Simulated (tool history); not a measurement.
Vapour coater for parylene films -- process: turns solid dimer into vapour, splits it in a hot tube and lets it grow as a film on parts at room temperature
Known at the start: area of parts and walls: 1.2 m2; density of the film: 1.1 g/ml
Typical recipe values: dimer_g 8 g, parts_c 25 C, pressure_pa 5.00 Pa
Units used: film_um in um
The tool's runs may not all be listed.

run	hour	dimer_g	parts_c	pressure_pa	film_um
1	0.0	8	25	5.00	3.44
2	25.3	8	25	5.00	3.39
3	57.2	8	25	5.00	3.35
4	82.7	4	25	5.00	1.64
5	98.8	8	25	5.00	3.27
6	113.5	8	25	5.00	3.24
7	144.9	8	25	5.00	3.20
# hour 163.1: trap's valve overhauled
8	165.0	8	25	5.00	2.95
# hour 187.2: table's thermometer calibrated
9	199.3	8	25	5.00	2.84
10	221.8	8	25	5.00	2.85
11	244.6	8	25	5.00	2.78
12	273.5	8	25	5.00	2.74
13	291.5	8	20	5.00	3.32
14	320.9	8	20	5.00	3.25
15	337.4	8	25	5.00	2.67
# hour 361.0: trap's valve overhauled, once more
16	366.7	8	25	5.00	3.81
17	380.7	8	25	5.00	3.73
18	399.2	8	25	5.00	3.72
19	422.7	8	29	5.00	3.16
20	447.8	8	29	5.00	3.06
21	474.7	8	25	5.00	3.63
22	508.3	8	25	5.00	3.52
23	527.2	8	25	5.00	3.49
24	540.8	9	25	2.40	4.21
25	556.0	5	35	3.98	1.50
26	575.9	5	20	4.80	2.63
27	594.7	5	20	4.80	2.58
28	625.0	5	20	4.80	2.58
29	652.5	9	24	8.36	3.75
30	676.6	8	24	10.48	3.36
31	701.1	11	25	8.22	4.37
32	716.2	11	25	8.22	4.40
33	748.5	13	33	7.23	3.77
# hour 767.8: trap's valve overhauled
34	774.7	13	33	7.23	4.39
35	792.7	13	20	2.80	7.59
36	815.9	4	23	5.95	1.95
37	848.9	10	32	3.12	3.62
38	868.1	4	20	3.12	2.31
39	900.0	7	25	5.00	3.11
40	929.6	12	22	8.70	5.87
41	955.0	6	31	3.08	2.20
42	987.0	6	31	3.08	2.10
43	1001.5	14	31	3.81	4.95
44	1031.8	14	31	3.81	4.87
45	1046.3	14	31	3.81	4.91
46	1067.9	14	31	3.81	4.76

Some steps in film_um between neighbouring runs. How much of each would the tool show without its hidden state too (settings, what came in, random variation), and how much is left for the hidden state, with any gauge scatter that isn't in both results?
The tool's hidden condition here consists of: vapour lost through the trap's worn valve, %; true temperature of the parts over the reading, C; drift of the gauge itself on film_um, %.
Run 7 -> 8: trap's valve overhauled. film_um -0.25 um: hidden state -0.32, all else +0.07.
Run 15 -> 16: trap's valve overhauled, once more. film_um +1.14 um: hidden state +1.07, all else +0.07.
Run 33 -> 34: trap's valve overhauled. film_um +0.62 um: hidden state +0.60, all else +0.02.
Run 34 -> 35: parts_c 33 -> 20, pressure_pa 7.23 -> 2.80. film_um +3.20 um: hidden state -0.02, all else +3.22.
Run 35 -> 36: dimer_g 13 -> 4, parts_c 20 -> 23, pressure_pa 2.80 -> 5.95. film_um -5.64 um: hidden state -0.03, all else -5.61.
Run 40 -> 41: dimer_g 12 -> 6, parts_c 22 -> 31, pressure_pa 8.70 -> 3.08. film_um -3.67 um: hidden state +0.16, all else -3.83.

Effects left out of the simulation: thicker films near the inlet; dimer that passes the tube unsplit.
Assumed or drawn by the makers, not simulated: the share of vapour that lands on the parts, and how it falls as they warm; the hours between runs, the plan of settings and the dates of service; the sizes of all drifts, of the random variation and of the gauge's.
